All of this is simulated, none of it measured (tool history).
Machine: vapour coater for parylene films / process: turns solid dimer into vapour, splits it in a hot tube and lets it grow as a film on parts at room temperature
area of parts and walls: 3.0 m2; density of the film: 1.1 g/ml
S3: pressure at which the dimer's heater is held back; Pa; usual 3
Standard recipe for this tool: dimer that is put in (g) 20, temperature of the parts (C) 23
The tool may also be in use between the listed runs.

run 1 hour=0 | dimer_that_is_put_in_(g)=20 temperature_of_the_parts_(C)=23 S3=3 | thickness_of_the_film_(nm)=3850
run 2 hour=31.8 | dimer_that_is_put_in_(g)=20 temperature_of_the_parts_(C)=23 S3=3 | thickness_of_the_film_(nm)=3820
run 3 hour=62.7 | dimer_that_is_put_in_(g)=20 temperature_of_the_parts_(C)=23 S3=2.2 | thickness_of_the_film_(nm)=3860
-- hour=82.2 trap's valve overhauled
run 4 hour=84.5 | dimer_that_is_put_in_(g)=20 temperature_of_the_parts_(C)=23 S3=2.2 | thickness_of_the_film_(nm)=4450
run 5 hour=104.3 | dimer_that_is_put_in_(g)=20 temperature_of_the_parts_(C)=23 S3=2.2 | thickness_of_the_film_(nm)=4470
run 6 hour=124.3 | dimer_that_is_put_in_(g)=20 temperature_of_the_parts_(C)=23 S3=2.2 | thickness_of_the_film_(nm)=4380
run 7 hour=145.7 | dimer_that_is_put_in_(g)=20 temperature_of_the_parts_(C)=23 S3=2.2 | thickness_of_the_film_(nm)=4380
run 8 hour=180 | dimer_that_is_put_in_(g)=20 temperature_of_the_parts_(C)=23 S3=2.2 | thickness_of_the_film_(nm)=4370
run 9 hour=203.8 | dimer_that_is_put_in_(g)=20 temperature_of_the_parts_(C)=23 S3=2.2 | thickness_of_the_film_(nm)=4270
run 10 hour=241.2 | dimer_that_is_put_in_(g)=9 temperature_of_the_parts_(C)=23 S3=2.2 | thickness_of_the_film_(nm)=1950
run 11 hour=270.8 | dimer_that_is_put_in_(g)=9 temperature_of_the_parts_(C)=23 S3=2.2 | thickness_of_the_film_(nm)=1920
run 12 hour=288.7 | dimer_that_is_put_in_(g)=20 temperature_of_the_parts_(C)=23 S3=3 | thickness_of_the_film_(nm)=4120
run 13 hour=325.8 | dimer_that_is_put_in_(g)=11 temperature_of_the_parts_(C)=20 S3=3 | thickness_of_the_film_(nm)=2490
run 14 hour=341.7 | dimer_that_is_put_in_(g)=11 temperature_of_the_parts_(C)=20 S3=3 | thickness_of_the_film_(nm)=2490
run 15 hour=378.7 | dimer_that_is_put_in_(g)=11 temperature_of_the_parts_(C)=20 S3=3 | thickness_of_the_film_(nm)=2490
-- hour=381.8 table's thermometer calibrated
run 16 hour=410.2 | dimer_that_is_put_in_(g)=14 temperature_of_the_parts_(C)=19 S3=3 | thickness_of_the_film_(nm)=3290
run 17 hour=445.9 | dimer_that_is_put_in_(g)=14 temperature_of_the_parts_(C)=16 S3=4.28 | thickness_of_the_film_(nm)=3500
run 18 hour=483.6 | dimer_that_is_put_in_(g)=9 temperature_of_the_parts_(C)=23 S3=4.52 | thickness_of_the_film_(nm)=1670
run 19 hour=505.7 | dimer_that_is_put_in_(g)=32 temperature_of_the_parts_(C)=23 S3=11.15 | thickness_of_the_film_(nm)=5330
run 20 hour=537.9 | dimer_that_is_put_in_(g)=15 temperature_of_the_parts_(C)=17 S3=2.77 | thickness_of_the_film_(nm)=3790
run 21 hour=556.2 | dimer_that_is_put_in_(g)=34 temperature_of_the_parts_(C)=31 S3=2.77 | thickness_of_the_film_(nm)=4720
-- hour=580.2 table's thermometer calibrated, once more
run 22 hour=580.2 | dimer_that_is_put_in_(g)=34 temperature_of_the_parts_(C)=31 S3=2.77 | thickness_of_the_film_(nm)=4530
run 23 hour=613.6 | dimer_that_is_put_in_(g)=15 temperature_of_the_parts_(C)=29 S3=3.03 | thickness_of_the_film_(nm)=2120
run 24 hour=631.8 | dimer_that_is_put_in_(g)=15 temperature_of_the_parts_(C)=29 S3=3.03 | thickness_of_the_film_(nm)=2160

Pick out some run-to-run changes in thickness of the film (nm). Of each, how much would a tool without hidden state show as well, from the settings, what came in and chance, and how much is left for the hidden state and any gauge scatter not in both results compared?
Hidden state at play: vapour lost through the trap's worn valve, %; true temperature of the parts over the reading, C; drift of the gauge itself on film_um, %.
Run 3 -> 4: trap's valve overhauled. thickness of the film (nm) +590: hidden state +530, all else +60.
Run 18 -> 19: dimer that is put in (g) 9 -> 32, S3 4.52 -> 11.15. thickness of the film (nm) +3660: hidden state -350, all else +4010.
Run 22 -> 23: dimer that is put in (g) 34 -> 15, temperature of the parts (C) 31 -> 29, S3 2.77 -> 3.03. thickness of the film (nm) -2410: hidden state +330, all else -2740.
